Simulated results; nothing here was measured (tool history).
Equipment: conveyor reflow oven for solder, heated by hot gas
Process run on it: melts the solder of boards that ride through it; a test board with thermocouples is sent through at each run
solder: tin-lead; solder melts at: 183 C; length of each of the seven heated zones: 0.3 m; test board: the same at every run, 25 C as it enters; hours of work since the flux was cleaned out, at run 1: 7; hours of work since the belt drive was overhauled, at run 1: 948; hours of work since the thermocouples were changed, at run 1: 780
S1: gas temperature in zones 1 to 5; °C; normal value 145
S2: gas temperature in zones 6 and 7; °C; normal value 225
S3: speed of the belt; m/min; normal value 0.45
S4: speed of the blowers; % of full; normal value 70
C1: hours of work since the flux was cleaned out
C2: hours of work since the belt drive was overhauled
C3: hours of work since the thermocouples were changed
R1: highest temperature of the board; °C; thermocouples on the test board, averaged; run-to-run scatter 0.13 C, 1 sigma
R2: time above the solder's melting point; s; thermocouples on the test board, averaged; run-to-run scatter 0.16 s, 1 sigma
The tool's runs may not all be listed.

run,hour,S1,S2,S3,S4,C1,C2,C3,R1,R2
1,0,145,225,0.45,70,7,948,780,215.7,63.1
2,82,145,225,0.45,70,64,1005,836,215.6,62.7
3,129.2,145,225,0.45,70,96,1037,869,215.4,62.9
4,206.2,145,225,0.45,70,149,1090,922,215.5,62.4
# hour 213: thermocouples of zones 6 and 7 changed
5,280.9,145,225,0.45,70,199,1140,47,213.2,61.1
6,342.3,145,225,0.45,70,242,1183,89,213.1,60.8
7,393.6,145,225,0.45,70,277,1218,125,213.2,60.6
8,469.4,145,225,0.45,70,329,1270,177,213.1,61
9,531.9,145,225,0.45,70,372,1314,220,212.6,60.2
10,614.3,145,225,0.362,70,429,1370,277,217.6,81.9
11,669.9,145,225,0.362,70,468,1409,315,217.7,82.2
# hour 679.9: flux residue cleaned out of gas plates and filters
12,746.2,145,214,0.45,61,46,1458,364,200.5,45.1
13,807.5,139,236,0.529,61,88,1500,407,211.7,46.2
# hour 846.5: flux residue cleaned out of gas plates and filters, once more
14,888.6,139,236,0.529,61,29,1553,459,216.3,50.4
15,938.5,139,236,0.398,71,63,1587,494,227.5,78.5
16,992,147,225,0.398,71,100,1624,530,217.9,75.5
17,1030.3,147,225,0.398,71,127,1650,557,218,76
# hour 1064: belt drive overhauled, speed set with a stopwatch
18,1109.8,147,225,0.398,71,179,32,609,217.4,73.7
19,1181,145,225,0.378,70,228,81,658,218.1,77.4
20,1250.4,145,225,0.378,70,276,129,706,217.9,77.5
21,1327.8,158,226,0.372,89,329,182,759,222.8,89
22,1384.2,158,226,0.372,78,368,221,798,221.3,88.3

5 options for the next run, each taken on its own from the tool as it stands now. Forecast them:
A,1443.7,144,226,0.372,78,409,262,839,?,?
B,1443.7,139,225,0.45,70,409,262,839,?,?
C,1443.7,145,223,0.45,67,409,262,839,?,?
D,1443.7,158,226,0.404,78,409,262,839,?,?
E,1443.7,134,236,0.45,62,409,262,839,?,?

run,R1,R2
A,219.8,80
B,212.7,56.6
C,211.3,57.8
D,219.8,79.8
E,219.5,59.8
Without the tool's hidden state the same runs would have given:
run,R1,R2
A,219.7,80.7
B,213.4,58
C,211.7,59
D,219.7,80
E,220.5,60.9

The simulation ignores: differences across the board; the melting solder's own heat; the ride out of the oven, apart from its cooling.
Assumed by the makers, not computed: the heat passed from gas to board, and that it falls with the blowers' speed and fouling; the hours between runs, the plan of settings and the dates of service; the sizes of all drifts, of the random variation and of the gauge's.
